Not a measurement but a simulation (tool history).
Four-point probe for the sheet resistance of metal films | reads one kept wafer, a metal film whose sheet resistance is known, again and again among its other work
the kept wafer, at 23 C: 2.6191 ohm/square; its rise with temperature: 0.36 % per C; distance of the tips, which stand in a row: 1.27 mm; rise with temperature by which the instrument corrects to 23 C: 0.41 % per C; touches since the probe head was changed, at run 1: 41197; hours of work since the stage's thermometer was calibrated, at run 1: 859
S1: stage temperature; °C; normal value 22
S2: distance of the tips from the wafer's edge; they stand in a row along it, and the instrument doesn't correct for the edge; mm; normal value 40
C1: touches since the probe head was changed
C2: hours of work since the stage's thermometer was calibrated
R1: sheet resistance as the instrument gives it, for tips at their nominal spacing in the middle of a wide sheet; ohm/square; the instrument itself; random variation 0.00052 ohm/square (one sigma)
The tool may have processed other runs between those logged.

run   hour  S1  S2     C1    C2        R1
  1      0  22  40  41197   859  2.607586
  2   26.5  21  40  41761   875  2.609352
  3   60.3  22  40  42484   895  2.606572
  4  114.8  22  40  43645   927  2.606937
  5  153.5  32  40  44471   950  2.591518
  6  187.1  32  40  45188   969  2.592052
  7  216.5  32  40  45815   987  2.590874
  8  265.8  32  40  46868  1015  2.591694
  9    296  32  40  47512  1033  2.591164
 10  342.5  27  40  48503  1060  2.597787
 11  388.9  27  40  49492  1088  2.597404
 12  421.7  20  40  50192  1107  2.607778
 13  467.9  31   5  51177  1134  2.677312
 14  499.9  29  33  51860  1153  2.594746
 15  554.8  29  21  53032  1185  2.597074
 16  591.4  29  21  53813  1207  2.596314
 17  619.6  29  21  54415  1223  2.597022

Predict each of these 3 candidate next runs independently; none follows another, all start after run 17:
  A  672.1  20  58  55534  1254   ?
  B  672.1  18  40  55534  1254   ?
  C  672.1  18  69  55534  1254   ?

run        R1
  A  2.604954
  B  2.608991
  C  2.607084
The same runs, with their run-to-run variation unchanged, on a tool lacking any hidden condition would have given:
run        R1
  A  2.624312
  B  2.628413
  C  2.626491

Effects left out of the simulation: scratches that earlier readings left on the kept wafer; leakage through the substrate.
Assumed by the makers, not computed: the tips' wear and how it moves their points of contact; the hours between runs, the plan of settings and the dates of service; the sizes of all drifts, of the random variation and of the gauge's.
